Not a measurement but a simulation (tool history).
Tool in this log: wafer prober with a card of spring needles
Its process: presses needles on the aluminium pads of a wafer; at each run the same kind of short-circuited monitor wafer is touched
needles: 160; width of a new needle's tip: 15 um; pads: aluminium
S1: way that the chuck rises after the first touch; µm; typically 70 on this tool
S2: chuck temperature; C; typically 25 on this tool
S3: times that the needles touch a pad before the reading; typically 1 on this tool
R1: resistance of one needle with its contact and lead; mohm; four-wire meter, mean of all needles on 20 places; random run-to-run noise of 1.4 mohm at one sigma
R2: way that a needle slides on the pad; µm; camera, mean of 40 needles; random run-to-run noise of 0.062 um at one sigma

run,hour,S1,S2,S3,R1,R2
1,0,70,25,1,125,8.93
2,5.6,70,25,1,122,9.04
# hour 7.3: tips cleaned on abrasive film
# hour 14.2: tips cleaned on abrasive film
3,15,70,25,1,123,8.99
# hour 20.9: tips cleaned on abrasive film
4,21.7,70,25,1,126,8.95
# hour 27.9: tips cleaned on abrasive film
5,29.3,72,25,1,123,9.18
# hour 35.1: tips cleaned on abrasive film
6,38.7,81,25,1,119,10.55
# hour 42: tips cleaned on abrasive film
7,43.3,70,25,1,123,9.06
# hour 48.8: tips cleaned on abrasive film
8,53.4,70,48,1,130,9.05
# hour 56.1: tips cleaned on abrasive film
9,58.2,70,48,1,129,9.01
# hour 62.9: tips cleaned on abrasive film
10,66.8,70,25,1,126,9.09
# hour 70.2: tips cleaned on abrasive film
11,75.5,70,25,1,124,8.94
# hour 77: tips cleaned on abrasive film
12,82,70,25,1,124,8.98
# hour 84: tips cleaned on abrasive film
# hour 91.1: tips cleaned on abrasive film
13,91.1,70,25,1,122,9
14,96,70,25,1,122,9.01
# hour 98.7: tips cleaned on abrasive film
15,103.1,70,25,1,124,9.02
# hour 106.3: tips cleaned on abrasive film
16,108.7,70,25,1,122,9.01
# hour 113.1: tips cleaned on abrasive film
17,113.3,84,51,1,128,10.74
18,118.5,77,34,1,125,9.77
# hour 120.1: tips cleaned on abrasive film
19,124.8,77,34,1,124,9.82
# hour 127.1: tips cleaned on abrasive film
20,131.2,70,103,2,133,9
# hour 134.4: tips cleaned on abrasive film
21,137,53,25,1,127,6.87
# hour 141.4: tips cleaned on abrasive film
22,143.9,55,32,1,126,7.05
# hour 148.2: tips cleaned on abrasive film
23,150.8,55,32,1,128,7.08
# hour 155: tips cleaned on abrasive film
24,157.7,55,46,1,133,7.16
# hour 161.9: tips cleaned on abrasive film
25,164.9,54,46,3,130,6.96
# hour 169: tips cleaned on abrasive film
26,171.7,54,46,3,130,6.94
# hour 176.3: tips cleaned on abrasive film
27,176.5,58,40,1,130,7.43
# hour 183.4: tips cleaned on abrasive film
28,185,71,40,1,127,9.02
# hour 190.7: tips cleaned on abrasive film
29,191.9,71,40,1,127,9.07
# hour 197.9: tips cleaned on abrasive film
30,198.6,67,120,1,136,8.6
# hour 204.9: tips cleaned on abrasive film
31,206.5,67,120,1,139,8.56
32,210.7,74,115,1,133,9.48

Forecast each of these 5 alternatives for the next run:
# hour 211.6: tips cleaned on abrasive film
A,215,64,25,3,?,?
# hour 211.6: tips cleaned on abrasive film
B,215,52,32,1,?,?
# hour 211.6: tips cleaned on abrasive film
C,215,69,83,1,?,?
# hour 211.6: tips cleaned on abrasive film
D,215,77,31,1,?,?
# hour 211.6: tips cleaned on abrasive film
E,215,62,115,1,?,?

run,R1,R2
A,125,8.33
B,133,6.69
C,131,8.93
D,127,9.81
E,139,7.89
With no hidden state in the tool, these same runs would have given:
run,R1,R2
A,125,8.34
B,132,6.7
C,131,8.94
D,127,9.81
E,139,7.89

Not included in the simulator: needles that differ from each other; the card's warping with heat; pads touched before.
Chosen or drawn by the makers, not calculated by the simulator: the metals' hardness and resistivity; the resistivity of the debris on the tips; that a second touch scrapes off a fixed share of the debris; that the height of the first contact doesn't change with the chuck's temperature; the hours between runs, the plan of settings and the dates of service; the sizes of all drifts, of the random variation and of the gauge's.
